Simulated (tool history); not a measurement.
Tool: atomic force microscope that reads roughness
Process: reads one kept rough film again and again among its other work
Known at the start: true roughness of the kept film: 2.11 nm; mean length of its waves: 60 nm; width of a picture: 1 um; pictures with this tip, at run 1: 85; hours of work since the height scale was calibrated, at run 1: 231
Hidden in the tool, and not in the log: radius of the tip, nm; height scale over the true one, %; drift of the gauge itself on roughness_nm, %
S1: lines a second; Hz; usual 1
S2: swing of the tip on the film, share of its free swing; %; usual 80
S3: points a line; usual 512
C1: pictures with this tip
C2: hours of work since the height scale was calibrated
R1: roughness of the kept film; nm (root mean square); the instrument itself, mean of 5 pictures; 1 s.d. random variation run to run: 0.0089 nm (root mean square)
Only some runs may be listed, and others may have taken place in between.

run    hour    S1  S2   S3   C1   C2     R1
  1       0     1  80  512   85  231  1.917
  2    15.5     1  80  512  106  239  1.898
       28.9  -- new tip fitted
  3    42.4     1  80  397   18  251   1.97
  4      62     1  80  397   45  261  1.931
  5    81.3     1  80  397   71  270  1.914
  6   112.7     1  80  397  114  285  1.904
      118.5  -- new tip fitted
  7   137.1     1  80  422   25  296  1.957
  8   168.9     1  80  512   69  311  1.915
  9   188.6     1  82  512   96  321    1.9
      209.4  -- new tip fitted
 10   211.8     1  80  512    4  332  1.999
 11   235.4     1  80  512   36  343  1.954
 12   249.9     1  80  512   56  350  1.935
 13   276.2     1  63  512   92  363  1.948
      300.2  -- new tip fitted
 14   300.2     1  80  512    0  374  1.979
 15   316.5     1  80  613   22  382  1.958
 16     331     1  80  613   42  388  1.966
 17   354.7     1  80  512   74  400  1.926
      358.6  -- height scale calibrated on a step standard
 18   370.4     1  80  512   94    6  1.897
      391.3  -- new tip fitted
 19   396.9     1  80  512    8   18  1.979
 20   417.8     1  57  512   37   28  2.001
 21   439.1     1  57  512   66   38  1.978
 22     460     1  57  512   94   48  1.969
      468.1  -- height scale calibrated on a step standard, once more
      483.4  -- new tip fitted
 23   488.3     1  56  512    7    9   2.04
 24   509.2     1  56  512   36   19  2.032
 25   530.6     1  70  273   65   30  1.945
 26   559.9     1  70  273  105   44  1.934
      572.6  -- new tip fitted
 27   583.1  1.88  70  738   14   55  1.962
 28   604.2     1  60  512   43   65  1.993
 29   629.5     1  60  512   77   77  1.972
 30   655.7  0.72  72  755  113   89  1.921
      664.2  -- new tip fitted
 31   676.2  1.94  80  512   17   99  1.911
 32   695.7  2.04  57  512   43  108   1.98
 33   710.3  1.09  57  612   63  115  1.976
 34   727.6  1.09  82  274   87  123  1.889
 35   743.4  1.16  71  320  109  131  1.905
      754.6  -- new tip fitted
 36   760.8     1  80  484    9  139  1.975
 37   787.3  0.58  74  404   45  152  1.998
 38   812.7  0.58  74  404   80  164  1.955
 39   837.5  0.94  66  275  114  176  1.939
        845  -- new tip fitted
 40   851.7  3.86  57  512    9  182  1.985
 41   873.5  3.86  57  512   39  193  1.966
 42     895  3.86  56  512   69  203  1.926
 43   919.4  3.86  56  512  102  215  1.917
      935.8  -- new tip fitted
 44   947.2  3.86  56  512   15  228   1.98
 45   965.7  0.98  84  512   41  236  1.934
 46   996.9  0.98  84  512   83  251  1.889
 47  1010.2  0.98  84  718  102  258  1.877

Pick out some run-to-run changes in R1. Of each, how much would a tool without hidden state show as well, from the settings, what came in and chance, and how much is left for the hidden state and any gauge scatter not in both results compared?
Run 9 -> 10: S2 82 -> 80, new tip fitted. R1 +0.099 nm (root mean square): hidden state +0.08, all else +0.019.
Run 22 -> 23: S2 57 -> 56, height scale calibrated on a step standard, once more, new tip fitted. R1 +0.071 nm (root mean square): hidden state +0.094, all else -0.023.
Run 24 -> 25: S2 56 -> 70, S3 512 -> 273. R1 -0.087 nm (root mean square): hidden state -0.026, all else -0.061.
Run 33 -> 34: S2 57 -> 82, S3 612 -> 274. R1 -0.087 nm (root mean square): hidden state -0.019, all else -0.068.
Run 35 -> 36: S1 1.16 -> 1, S2 71 -> 80, S3 320 -> 484, new tip fitted. R1 +0.07 nm (root mean square): hidden state +0.092, all else -0.022.
Run 39 -> 40: S1 0.94 -> 3.86, S2 66 -> 57, S3 275 -> 512, new tip fitted. R1 +0.046 nm (root mean square): hidden state +0.097, all else -0.051.
